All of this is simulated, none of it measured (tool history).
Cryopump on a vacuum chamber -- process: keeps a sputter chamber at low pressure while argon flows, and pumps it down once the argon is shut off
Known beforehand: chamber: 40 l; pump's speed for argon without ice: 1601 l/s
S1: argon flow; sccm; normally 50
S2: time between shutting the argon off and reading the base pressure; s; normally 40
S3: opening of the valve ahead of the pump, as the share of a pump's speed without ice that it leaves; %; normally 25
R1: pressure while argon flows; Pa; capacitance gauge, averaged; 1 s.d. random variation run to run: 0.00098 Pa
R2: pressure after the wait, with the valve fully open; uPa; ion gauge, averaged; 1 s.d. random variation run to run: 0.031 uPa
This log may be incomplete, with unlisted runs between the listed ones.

| run | day | S1 | S2 | S3 | R1 | R2 |
|---|---|---|---|---|---|---|
| 1 | 0 | 50 | 40 | 25 | 0.2219 | 2.14 |
|  | 1.175 | pump warmed up, emptied and cooled again |
| 2 | 1.671 | 50 | 40 | 25 | 0.2117 | 2.04 |
| 3 | 3.112 | 50 | 110 | 25 | 0.2123 | 1.12 |
| 4 | 4.442 | 50 | 40 | 25 | 0.2113 | 2.01 |
| 5 | 5.404 | 50 | 40 | 45 | 0.1184 | 2 |
| 6 | 6.988 | 50 | 40 | 45 | 0.1181 | 1.98 |
| 7 | 8.358 | 50 | 40 | 45 | 0.1182 | 2.07 |
| 8 | 9.883 | 50 | 40 | 45 | 0.1202 | 2.02 |
| 9 | 10.933 | 50 | 40 | 45 | 0.1203 | 2.04 |
| 10 | 11.879 | 30 | 40 | 25 | 0.1295 | 1.96 |
| 11 | 13.183 | 50 | 40 | 27 | 0.1968 | 2.08 |
| 12 | 14.508 | 50 | 40 | 27 | 0.1987 | 2.05 |
| 13 | 16.088 | 50 | 22 | 25 | 0.216 | 3.26 |
| 14 | 17.354 | 29 | 181 | 25 | 0.1244 | 1.01 |
| 15 | 18.762 | 50 | 40 | 31 | 0.1737 | 2.05 |
| 16 | 19.608 | 45 | 23 | 38 | 0.1286 | 3.09 |
| 17 | 20.775 | 50 | 293 | 15 | 0.3567 | 0.91 |
| 18 | 21.529 | 50 | 293 | 15 | 0.357 | 0.91 |
| 19 | 22.808 | 94 | 39 | 55 | 0.1891 | 2.09 |
| 20 | 23.967 | 28 | 33 | 48 | 0.0639 | 2.48 |
| 21 | 25.625 | 25 | 221 | 27 | 0.1005 | 0.96 |
| 22 | 26.879 | 25 | 221 | 27 | 0.0995 | 0.98 |
| 23 | 28.442 | 25 | 221 | 35 | 0.0793 | 1.01 |
| 24 | 29.758 | 81 | 186 | 31 | 0.2857 | 1.07 |

Below are 3 alternative next runs, each starting from the tool's condition after run 24. Predict each:
| A | 30.717 | 50 | 40 | 34 | ? | ? |
| B | 30.717 | 25 | 47 | 22 | ? | ? |
| C | 30.717 | 81 | 135 | 31 | ? | ? |

| run | R1 | R2 |
|---|---|---|
| A | 0.1612 | 2.15 |
| B | 0.1233 | 1.87 |
| C | 0.2874 | 1.2 |
With no hidden state in the tool, these same runs would have given:
| run | R1 | R2 |
|---|---|---|
| A | 0.1549 | 1.57 |
| B | 0.1201 | 1.29 |
| C | 0.277 | 0.61 |

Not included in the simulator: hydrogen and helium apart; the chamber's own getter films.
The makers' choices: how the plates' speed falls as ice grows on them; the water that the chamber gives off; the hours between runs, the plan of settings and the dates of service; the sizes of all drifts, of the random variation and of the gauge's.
